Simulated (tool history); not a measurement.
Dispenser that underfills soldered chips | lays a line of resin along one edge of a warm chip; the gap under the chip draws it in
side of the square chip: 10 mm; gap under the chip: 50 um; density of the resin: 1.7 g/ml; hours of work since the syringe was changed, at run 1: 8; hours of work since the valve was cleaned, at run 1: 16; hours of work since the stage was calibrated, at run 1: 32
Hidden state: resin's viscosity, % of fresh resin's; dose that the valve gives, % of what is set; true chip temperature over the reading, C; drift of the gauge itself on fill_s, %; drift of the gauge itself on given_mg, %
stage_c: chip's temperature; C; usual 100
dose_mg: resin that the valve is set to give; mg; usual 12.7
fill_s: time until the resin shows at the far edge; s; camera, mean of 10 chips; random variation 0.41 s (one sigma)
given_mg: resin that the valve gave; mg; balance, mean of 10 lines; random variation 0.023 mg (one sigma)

run,hour,stage_c,dose_mg,hours of work since the syringe was changed,hours of work since the valve was cleaned,hours of work since the stage was calibrated,fill_s,given_mg
1,0,100,12.7,8,16,32,37,12.64
# hour 5: new syringe of resin
2,6.5,100,12.1,1,20,35,29.1,11.96
3,12.4,100,15.5,4,23,39,31.9,15.37
4,16.7,100,15.5,7,26,42,34.1,15.36
5,21.3,100,15.5,10,29,44,38.4,15.29
# hour 22.8: new syringe of resin
6,27.2,100,12.7,3,32,48,30.9,12.55
7,32.8,100,12.7,6,35,51,35.4,12.51
8,37.8,100,11.8,9,38,54,39.5,11.62
# hour 41: new syringe of resin
9,42.9,100,12.7,1,41,57,29.3,12.44
10,47.4,100,15.2,4,44,60,31.3,14.88
11,52,100,15.2,7,47,63,35,14.92
12,54.7,100,15.2,8,49,64,36.4,14.89
13,57.9,100,12.7,10,50,66,39.1,12.43
# hour 58.9: new syringe of resin
14,62.2,100,12.7,2,53,69,29.7,12.38
15,66.8,109,16.3,5,56,71,23.5,15.86
16,71.3,104,13.6,8,58,74,31.7,13.21
# hour 76.7: new syringe of resin
17,77,93,11.4,0,62,77,36.1,11.08
18,80.3,93,11.4,2,64,79,38.8,11.07
19,85.6,88,11.8,5,67,83,51.5,11.49
20,90.9,103,16.1,9,70,86,33.1,15.6
# hour 94.9: new syringe of resin
21,94.9,103,16.1,0,72,88,23.9,15.58
22,98.5,101,14.3,2,74,90,28.2,13.78
23,103.5,101,14.3,5,78,93,31.4,13.78
# hour 105.9: dispensing valve cleaned and set on the balance
24,107.8,85,13.2,7,1,95,59,13.27
# hour 113.8: new syringe of resin
25,114.4,85,13.2,0,5,99,45.2,13.23
26,118,85,13.2,3,7,101,50.8,13.17
27,123.6,85,13.2,6,11,105,56.9,13.17
28,126.2,106,15.7,7,12,106,27.8,15.69

The same runs without the tool's hidden state, with the same run-to-run variation:
run,fill_s,given_mg
1,28.5,12.71
2,28.8,12.05
3,28,15.51
4,27.2,15.52
5,28,15.48
6,28.3,12.72
7,28.9,12.71
8,29,11.82
9,28.5,12.69
10,27.8,15.19
11,28.2,15.25
12,27.7,15.23
13,27.9,12.73
14,27.9,12.69
15,20,16.29
16,24.7,13.59
17,36.8,11.41
18,36.9,11.41
19,44,11.87
20,25.3,16.14
21,24.5,16.13
22,26.7,14.29
23,26.8,14.31
24,47.4,13.21
25,46.4,13.21
26,48.3,13.16
27,48.2,13.18
28,22.3,15.71
